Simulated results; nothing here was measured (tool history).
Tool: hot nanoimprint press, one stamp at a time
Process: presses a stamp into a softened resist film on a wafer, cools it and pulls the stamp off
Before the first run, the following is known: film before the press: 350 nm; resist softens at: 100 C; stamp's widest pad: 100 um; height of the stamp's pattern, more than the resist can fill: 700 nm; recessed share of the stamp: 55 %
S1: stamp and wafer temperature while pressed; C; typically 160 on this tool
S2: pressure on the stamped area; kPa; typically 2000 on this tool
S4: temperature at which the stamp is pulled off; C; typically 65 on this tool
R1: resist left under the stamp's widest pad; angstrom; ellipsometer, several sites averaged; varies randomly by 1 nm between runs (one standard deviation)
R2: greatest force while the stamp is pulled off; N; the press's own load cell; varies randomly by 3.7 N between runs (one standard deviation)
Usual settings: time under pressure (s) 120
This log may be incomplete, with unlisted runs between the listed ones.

run 1 hour=0 | S1=160 S2=2000 time_under_pressure_(s)=120 S4=65 | R1=1458 R2=183
run 2 hour=21.1 | S1=160 S2=2000 time_under_pressure_(s)=120 S4=65 | R1=1454 R2=179
run 3 hour=41 | S1=160 S2=2000 time_under_pressure_(s)=120 S4=65 | R1=1448 R2=174
run 4 hour=75.9 | S1=160 S2=2000 time_under_pressure_(s)=120 S4=65 | R1=1447 R2=183
run 5 hour=113.4 | S1=160 S2=2000 time_under_pressure_(s)=120 S4=65 | R1=1442 R2=178
run 6 hour=147.5 | S1=160 S2=2000 time_under_pressure_(s)=120 S4=65 | R1=1455 R2=181
run 7 hour=175.2 | S1=160 S2=2000 time_under_pressure_(s)=120 S4=65 | R1=1453 R2=180
run 8 hour=197.9 | S1=160 S2=2000 time_under_pressure_(s)=120 S4=65 | R1=1458 R2=182
run 9 hour=219.5 | S1=160 S2=2000 time_under_pressure_(s)=120 S4=65 | R1=1460 R2=176
run 10 hour=238.3 | S1=160 S2=2000 time_under_pressure_(s)=120 S4=65 | R1=1454 R2=179
-- hour=263.7 plate thermocouple calibrated
run 11 hour=263.7 | S1=160 S2=2000 time_under_pressure_(s)=120 S4=60 | R1=1446 R2=197
run 12 hour=286.1 | S1=160 S2=2000 time_under_pressure_(s)=122 S4=65 | R1=1438 R2=176
run 13 hour=303.2 | S1=151 S2=3110 time_under_pressure_(s)=70 S4=59 | R1=1851 R2=204
run 14 hour=320.7 | S1=151 S2=3110 time_under_pressure_(s)=70 S4=59 | R1=1863 R2=203
run 15 hour=354.7 | S1=160 S2=2710 time_under_pressure_(s)=73 S4=63 | R1=1440 R2=189
-- hour=369.8 stamp cleaned and given a new release coat
run 16 hour=389.4 | S1=167 S2=3190 time_under_pressure_(s)=104 S4=63 | R1=931 R2=181

The next listed run, before its measurement:
run 17 hour=418.2 | S1=167 S2=3190 time_under_pressure_(s)=104 S4=63 | R1=? R2=?

{"run 17": {"R1": 923, "R2": 188}}
Minus the tool's unlogged condition, the same run would have read R1 922 angstrom, R2 188 N.

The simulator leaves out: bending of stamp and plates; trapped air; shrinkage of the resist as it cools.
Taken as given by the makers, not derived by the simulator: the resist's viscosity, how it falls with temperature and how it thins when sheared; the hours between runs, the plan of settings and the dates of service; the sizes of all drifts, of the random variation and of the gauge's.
